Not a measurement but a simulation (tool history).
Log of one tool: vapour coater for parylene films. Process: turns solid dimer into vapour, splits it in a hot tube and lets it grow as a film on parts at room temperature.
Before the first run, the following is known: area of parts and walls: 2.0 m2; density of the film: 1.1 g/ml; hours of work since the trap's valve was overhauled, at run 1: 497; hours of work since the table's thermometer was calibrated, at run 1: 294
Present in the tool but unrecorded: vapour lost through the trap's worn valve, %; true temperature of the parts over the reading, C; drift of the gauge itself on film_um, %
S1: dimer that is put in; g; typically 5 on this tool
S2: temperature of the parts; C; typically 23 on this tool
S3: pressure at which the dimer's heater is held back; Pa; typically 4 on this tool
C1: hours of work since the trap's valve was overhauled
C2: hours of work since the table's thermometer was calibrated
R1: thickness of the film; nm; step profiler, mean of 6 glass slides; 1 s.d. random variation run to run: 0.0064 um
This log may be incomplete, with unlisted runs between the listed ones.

run	hour	S1	S2	S3	C1	C2	R1
1	0	5	23	4	497	294	1610
2	17.8	5	23	4	505	302	1621
3	33.7	5	23	4	512	308	1608
4	51.5	5	23	4.34	519	316	1603
5	66.8	4	23	4.34	526	322	1277
6	79.5	4	23	4.34	531	328	1278
7	95.6	4	23	4.34	538	335	1281
8	107.8	5	21	4	543	340	1700
9	115.8	5	21	4	547	343	1686
10	131.1	5	23	4	553	350	1619
11	143.8	7	23	4	559	355	2254
12	156.1	7	22	4	564	360	2316
13	171.2	7	22	4	570	367	2305
14	185.3	8	33	4	576	373	2007
15	202.9	8	31	4.91	584	380	2038
16	210.9	8	31	4.91	587	384	2057
17	221.7	8	31	4.91	592	388	2061
18	232.4	8	31	4.91	596	393	2064
19	243.1	8	18	4.91	601	397	2815
20	253.1	8	18	4.91	605	402	2821
21	263.3	8	21	2.09	609	406	2910
22	273.7	8	20	5.13	614	410	2663
23	283.5	8	20	5.13	618	414	2667

Some steps in R1, run to run, broken into two amounts with sign: the step expected even without the hidden condition (settings, incoming material, random variation), and the rest, left for the hidden condition together with whatever gauge scatter is not in both the measured and the hidden-condition-free result:
Run 10 -> 11: S1 5 -> 7. R1 +635 nm: hidden state -42, all else +677.
Run 18 -> 19: S2 31 -> 18. R1 +751 nm: hidden state -53, all else +804.
